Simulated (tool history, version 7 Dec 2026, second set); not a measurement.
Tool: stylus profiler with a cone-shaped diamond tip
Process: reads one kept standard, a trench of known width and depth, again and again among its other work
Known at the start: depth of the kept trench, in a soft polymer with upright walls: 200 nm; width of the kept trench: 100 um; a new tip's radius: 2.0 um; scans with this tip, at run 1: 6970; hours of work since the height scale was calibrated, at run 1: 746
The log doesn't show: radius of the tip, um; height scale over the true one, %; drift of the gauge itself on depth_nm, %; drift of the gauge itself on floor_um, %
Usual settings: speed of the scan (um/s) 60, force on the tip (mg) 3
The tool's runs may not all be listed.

run	day	speed of the scan (um/s)	force on the tip (mg)	scans with this tip	hours of work since the height scale was calibrated	depth of the trench (nm)	width of the trench's floor (µm)
1	0	60	3	6970	746	200.78	96.92
2	0.921	60	3	7116	762	200.79	96.86
3	2.125	60	3	7307	782	200.8	96.8
4	2.754	149	3	7406	793	200.77	96.6
5	3.642	149	3	7547	808	200.77	96.61
6	4.671	60	8.32	7711	825	202.26	96.83
7	5.929	60	8.32	7910	847	202.19	96.8
8	6.933	60	8.32	8069	864	202.21	96.84
9	7.842	60	8.32	8213	879	202.3	96.75
10	8.612	60	8.32	8336	892	202.26	96.8
11	9.875	60	8.32	8536	914	202.25	96.76
12	10.775	60	8.32	8679	929	202.21	96.67
# day 11.083: new tip fitted, height scale calibrated
13	11.829	60	8.76	119	13	203.23	98.12
14	13.142	37	3	327	35	201.58	98.06
15	13.933	47	7.09	452	48	202.8	98.1
16	15.175	62	2.78	649	70	201.47	97.95
17	15.754	62	3.32	741	79	201.63	97.95
18	16.592	62	3.32	874	94	201.64	97.88
19	17.604	26	3.32	1035	111	201.63	97.98

Some steps in depth of the trench (nm) between neighbouring runs. How much of each would the tool show without its hidden state too (settings, what came in, random variation), and how much is left for the hidden state, with any gauge scatter that isn't in both results?
Run 12 -> 13: force on the tip (mg) 8.32 -> 8.76, new tip fitted, height scale calibrated. depth of the trench (nm) +1.02: hidden state +0.94, all else +0.08.
Run 13 -> 14: speed of the scan (um/s) 60 -> 37, force on the tip (mg) 8.76 -> 3. depth of the trench (nm) -1.65: hidden state -0.02, all else -1.63.
